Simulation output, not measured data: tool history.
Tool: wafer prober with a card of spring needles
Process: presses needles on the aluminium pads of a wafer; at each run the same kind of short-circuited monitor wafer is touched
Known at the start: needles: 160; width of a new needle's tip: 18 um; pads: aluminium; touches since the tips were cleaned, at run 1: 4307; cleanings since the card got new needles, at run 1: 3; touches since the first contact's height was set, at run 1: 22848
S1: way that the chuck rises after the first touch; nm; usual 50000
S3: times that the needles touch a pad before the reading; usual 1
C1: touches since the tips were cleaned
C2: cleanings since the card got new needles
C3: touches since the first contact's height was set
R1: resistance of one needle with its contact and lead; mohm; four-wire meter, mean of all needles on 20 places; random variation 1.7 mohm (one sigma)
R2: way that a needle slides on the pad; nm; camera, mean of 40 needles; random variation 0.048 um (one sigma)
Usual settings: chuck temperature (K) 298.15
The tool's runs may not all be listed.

run 1 hour=0 | S1=50000 chuck_temperature_(K)=298.15 S3=1 | C1=4307 C2=3 C3=22848 | R1=434 R2=11320
-- hour=4.1 tips cleaned on abrasive film
run 2 hour=16.6 | S1=50000 chuck_temperature_(K)=298.15 S3=1 | C1=4556 C2=4 C3=28871 | R1=440 R2=11320
-- hour=20.1 tips cleaned on abrasive film
-- hour=35.4 tips cleaned on abrasive film
run 3 hour=37.4 | S1=50000 chuck_temperature_(K)=298.15 S3=1 | C1=735 C2=6 C3=36418 | R1=248 R2=11230
-- hour=50.6 tips cleaned on abrasive film
run 4 hour=59.7 | S1=50000 chuck_temperature_(K)=298.15 S3=1 | C1=3327 C2=7 C3=44516 | R1=406 R2=11240
-- hour=67 tips cleaned on abrasive film
run 5 hour=79.9 | S1=50000 chuck_temperature_(K)=298.15 S3=1 | C1=4702 C2=8 C3=51873 | R1=462 R2=11210
-- hour=83.9 tips cleaned on abrasive film
run 6 hour=92.6 | S1=50000 chuck_temperature_(K)=298.15 S3=1 | C1=3186 C2=9 C3=56480 | R1=393 R2=11140
-- hour=100.4 tips cleaned on abrasive film
run 7 hour=111.7 | S1=50000 chuck_temperature_(K)=298.15 S3=1 | C1=4143 C2=10 C3=63448 | R1=459 R2=11120
-- hour=116.6 tips cleaned on abrasive film
run 8 hour=127.1 | S1=50000 chuck_temperature_(K)=298.15 S3=1 | C1=3841 C2=11 C3=69046 | R1=433 R2=11050
-- hour=132.8 tips cleaned on abrasive film
run 9 hour=138.3 | S1=50000 chuck_temperature_(K)=298.15 S3=1 | C1=2006 C2=12 C3=73075 | R1=326 R2=11140
-- hour=148.9 tips cleaned on abrasive film
run 10 hour=151 | S1=50000 chuck_temperature_(K)=298.15 S3=1 | C1=775 C2=13 C3=77713 | R1=257 R2=11090
run 11 hour=161.7 | S1=42000 chuck_temperature_(K)=298.15 S3=1 | C1=4661 C2=13 C3=81599 | R1=573 R2=9220
-- hour=164 tips cleaned on abrasive film
run 12 hour=177.6 | S1=42000 chuck_temperature_(K)=298.15 S3=1 | C1=4968 C2=14 C3=87371 | R1=604 R2=9250
-- hour=179.6 tips cleaned on abrasive film
-- hour=196.1 tips cleaned on abrasive film
run 13 hour=199 | S1=35000 chuck_temperature_(K)=298.15 S3=1 | C1=1041 C2=16 C3=95120 | R1=416 R2=7660
-- hour=212.2 tips cleaned on abrasive film
run 14 hour=222.4 | S1=50000 chuck_temperature_(K)=330.15 S3=1 | C1=3745 C2=17 C3=103660 | R1=435 R2=10950
-- hour=227.5 tips cleaned on abrasive film
run 15 hour=240.8 | S1=50000 chuck_temperature_(K)=330.15 S3=1 | C1=4866 C2=18 C3=110365 | R1=492 R2=11030
-- hour=242.7 tips cleaned on abrasive film
run 16 hour=256.9 | S1=50000 chuck_temperature_(K)=298.15 S3=1 | C1=5197 C2=19 C3=116210 | R1=504 R2=10960
-- hour=259 tips cleaned on abrasive film
run 17 hour=269.8 | S1=50000 chuck_temperature_(K)=298.15 S3=1 | C1=3959 C2=20 C3=120890 | R1=462 R2=10870
-- hour=275.4 tips cleaned on abrasive film
-- hour=291.4 tips cleaned on abrasive film
run 18 hour=291.4 | S1=50000 chuck_temperature_(K)=298.15 S3=1 | C1=0 C2=22 C3=128712 | R1=199 R2=10780
run 19 hour=303.9 | S1=58000 chuck_temperature_(K)=324.15 S3=2 | C1=4574 C2=22 C3=133286 | R1=316 R2=12640
-- hour=307.2 tips cleaned on abrasive film
-- hour=311.3 height of the first contact set anew
-- hour=323.7 tips cleaned on abrasive film
run 20 hour=327.1 | S1=58000 chuck_temperature_(K)=324.15 S3=2 | C1=1248 C2=24 C3=5745 | R1=240 R2=12470
-- hour=339.1 tips cleaned on abrasive film
run 21 hour=351.2 | S1=30000 chuck_temperature_(K)=343.15 S3=2 | C1=4429 C2=25 C3=14544 | R1=777 R2=6060
-- hour=354.3 tips cleaned on abrasive film
-- hour=370 tips cleaned on abrasive film
run 22 hour=372.6 | S1=30000 chuck_temperature_(K)=343.15 S3=2 | C1=949 C2=27 C3=22274 | R1=419 R2=6060
-- hour=384.6 height of the first contact set anew, once more
-- hour=386.6 tips cleaned on abrasive film
run 23 hour=394.4 | S1=30000 chuck_temperature_(K)=380.15 S3=2 | C1=2839 C2=28 C3=3543 | R1=544 R2=6780
-- hour=402.7 tips cleaned on abrasive film
run 24 hour=410.6 | S1=51000 chuck_temperature_(K)=300.15 S3=1 | C1=2884 C2=29 C3=9438 | R1=402 R2=11650
-- hour=418.9 tips cleaned on abrasive film
run 25 hour=427.1 | S1=65000 chuck_temperature_(K)=302.15 S3=1 | C1=3001 C2=30 C3=15426 | R1=316 R2=14820
-- hour=435.5 tips cleaned on abrasive film
run 26 hour=437.2 | S1=56000 chuck_temperature_(K)=302.15 S3=3 | C1=612 C2=31 C3=19100 | R1=198 R2=12680
-- hour=451.8 tips cleaned on abrasive film
run 27 hour=456.3 | S1=56000 chuck_temperature_(K)=324.15 S3=2 | C1=1636 C2=32 C3=26028 | R1=244 R2=12720
-- hour=467.5 tips cleaned on abrasive film
run 28 hour=474.8 | S1=45000 chuck_temperature_(K)=360.15 S3=2 | C1=2703 C2=33 C3=32788 | R1=339 R2=10070
-- hour=483.1 tips cleaned on abrasive film
run 29 hour=487.9 | S1=54000 chuck_temperature_(K)=323.15 S3=1 | C1=1766 C2=34 C3=37528 | R1=318 R2=12210
-- hour=498.1 tips cleaned on abrasive film
run 30 hour=510.9 | S1=50000 chuck_temperature_(K)=298.15 S3=2 | C1=4683 C2=35 C3=45889 | R1=355 R2=11200
-- hour=514.1 tips cleaned on abrasive film
-- hour=530.7 tips cleaned on abrasive film
run 31 hour=530.7 | S1=52000 chuck_temperature_(K)=354.15 S3=2 | C1=0 C2=37 C3=53064 | R1=203 R2=11500

Forecast run 32:
run 32 hour=540.6 | S1=52000 chuck_temperature_(K)=354.15 S3=2 | C1=3625 C2=37 C3=56689 | R1=? R2=?

Run 32 gave R1 332 mohm, R2 11630 nm.
Without the tool's hidden state the same run would have given R1 189 mohm, R2 11870 nm.

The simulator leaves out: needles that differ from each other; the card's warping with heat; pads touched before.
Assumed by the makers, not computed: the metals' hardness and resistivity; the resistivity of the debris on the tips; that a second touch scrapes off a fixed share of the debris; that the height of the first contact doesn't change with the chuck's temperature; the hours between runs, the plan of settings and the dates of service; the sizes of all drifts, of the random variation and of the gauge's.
